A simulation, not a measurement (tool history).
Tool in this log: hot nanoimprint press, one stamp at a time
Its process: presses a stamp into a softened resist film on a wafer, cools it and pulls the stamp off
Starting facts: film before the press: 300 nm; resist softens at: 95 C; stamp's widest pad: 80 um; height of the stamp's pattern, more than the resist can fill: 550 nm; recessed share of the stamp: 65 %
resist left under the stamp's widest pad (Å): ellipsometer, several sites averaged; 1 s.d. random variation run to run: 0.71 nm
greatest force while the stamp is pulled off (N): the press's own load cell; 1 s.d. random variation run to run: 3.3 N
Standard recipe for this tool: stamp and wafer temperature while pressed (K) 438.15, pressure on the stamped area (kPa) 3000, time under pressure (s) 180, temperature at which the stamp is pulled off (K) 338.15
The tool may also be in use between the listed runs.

run    hour  stamp and wafer temperature while pressed (K)  pressure on the stamped area (kPa)  time under pressure (s)  temperature at which the stamp is pulled off (K)  resist left under the stamp's widest pad (Å)  greatest force while the stamp is pulled off (N)
  1     0.0                                         438.15                                3000                      180                                            338.15                                          1443                                               160
       34.8  -- stamp cleaned and given a new release coat
       80.8  -- plate thermocouple calibrated
  2    90.5                                         438.15                                3000                      180                                            338.15                                          1440                                               151
  3   170.5                                         438.15                                3000                      180                                            338.15                                          1450                                               157
  4   227.7                                         438.15                                3000                      180                                            338.15                                          1445                                               162
      240.7  -- stamp cleaned and given a new release coat
  5   308.9                                         438.15                                3000                      180                                            338.15                                          1455                                               153
  6   392.6                                         438.15                                3000                      239                                            338.15                                          1291                                               165
      442.6  -- stamp cleaned and given a new release coat
  7   464.4                                         438.15                                3000                      180                                            338.15                                          1441                                               160
  8   545.9                                         438.15                                3000                      180                                            338.15                                          1448                                               164
  9   596.3                                         438.15                                3000                      207                                            338.15                                          1374                                               156
      644.3  -- stamp cleaned and given a new release coat
 10   658.1                                         427.15                                3000                      207                                            338.15                                          1913                                               158
 11   712.5                                         438.15                                3000                      180                                            338.15                                          1446                                               157
      722.5  -- plate thermocouple calibrated
 12   777.5                                         438.15                                3000                      180                                            338.15                                          1447                                               159
 13   835.5                                         438.15                                3000                      180                                            338.15                                          1438                                               163
      847.4  -- stamp cleaned and given a new release coat
 14   897.8                                         438.15                                3000                      180                                            338.15                                          1455                                               159
 15   943.5                                         438.15                                3000                      180                                            338.15                                          1440                                               152
 16  1011.7                                         438.15                                3000                       98                                            332.15                                          1798                                               165
     1049.4  -- stamp cleaned and given a new release coat
 17  1055.6                                         438.15                                2840                      155                                            332.15                                          1566                                               162
 18  1133.5                                         443.15                                3000                      180                                            323.15                                          1235                                               183
 19  1209.9                                         443.15                                3000                      180                                            323.15                                          1244                                               180
     1247.7  -- stamp cleaned and given a new release coat
 20  1257.8                                         443.15                                3000                      180                                            323.15                                          1234                                               180
 21  1308.6                                         443.15                                3000                      180                                            323.15                                          1243                                               176
     1365.1  -- plate thermocouple calibrated
 22  1382.1                                         430.15                                2410                      154                                            337.15                                          2045                                               150
     1452.3  -- stamp cleaned and given a new release coat
 23  1472.4                                         430.15                                2410                      154                                            337.15                                          2047                                               151
     1519.0  -- press's hydraulic seals changed and the load cell set to zero
 24  1536.8                                         428.15                                3200                      178                                            338.15                                          1912                                               160
 25  1571.4                                         428.15                                3200                      178                                            338.15                                          1917                                               158
 26  1649.7                                         428.15                                3200                      178                                            338.15                                          1917                                               154
     1661.1  -- stamp cleaned and given a new release coat
 27  1707.1                                         428.15                                3200                      178                                            338.15                                          1912                                               157
 28  1789.1                                         428.15                                3200                      178                                            338.15                                          1909                                               160

5 options for the next run, each taken on its own from the tool as it stands now. Forecast them:
     1861.4  -- stamp cleaned and given a new release coat
  A  1875.0                                         432.15                                2170                       98                                            338.15                                             ?                                                 ?
     1861.4  -- stamp cleaned and given a new release coat
  B  1875.0                                         438.15                                3000                      180                                            340.15                                             ?                                                 ?
     1861.4  -- stamp cleaned and given a new release coat
  C  1875.0                                         438.15                                3000                      318                                            338.15                                             ?                                                 ?
     1861.4  -- stamp cleaned and given a new release coat
  D  1875.0                                         438.15                                3000                      114                                            344.15                                             ?                                                 ?
     1861.4  -- stamp cleaned and given a new release coat
  E  1875.0                                         443.15                                4060                      180                                            326.15                                             ?                                                 ?

run  resist left under the stamp's widest pad (Å)  greatest force while the stamp is pulled off (N)
  A                                          2253                                               159
  B                                          1439                                               151
  C                                          1148                                               157
  D                                          1705                                               145
  E                                          1071                                               174
The same runs, with their run-to-run variation unchanged, on a tool lacking any hidden condition would have given:
run  resist left under the stamp's widest pad (Å)  greatest force while the stamp is pulled off (N)
  A                                          2250                                               159
  B                                          1436                                               151
  C                                          1145                                               156
  D                                          1702                                               145
  E                                          1068                                               174
